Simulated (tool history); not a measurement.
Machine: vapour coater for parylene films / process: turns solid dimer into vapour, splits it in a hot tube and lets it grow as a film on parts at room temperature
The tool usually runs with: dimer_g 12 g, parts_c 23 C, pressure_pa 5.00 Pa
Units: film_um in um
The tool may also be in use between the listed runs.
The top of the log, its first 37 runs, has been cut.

run	day	dimer_g	parts_c	pressure_pa	film_um
38	51.329	6	19	5.34	2.10
39	52.658	12	16	5.00	4.80
40	53.554	5	25	6.08	1.29
41	55.321	21	25	2.27	6.56
42	56.317	6	23	2.41	2.00
43	57.538	19	23	3.64	5.80
44	58.988	5	16	2.09	1.99
# day 59.300: trap's valve overhauled
45	60.512	5	16	3.50	2.25
46	61.888	10	22	2.86	3.60
47	63.258	6	17	2.52	2.63

Forecast each of these 4 alternatives for the next run:
A	64.462	17	21	8.96	?
B	64.462	16	22	3.86	?
C	64.462	6	21	2.65	?
D	64.462	6	18	3.37	?

run	film_um
A	5.33
B	5.56
C	2.28
D	2.51
The same runs, with their run-to-run variation unchanged, on a tool lacking any hidden condition would have given:
run	film_um
A	5.49
B	5.72
C	2.35
D	2.58
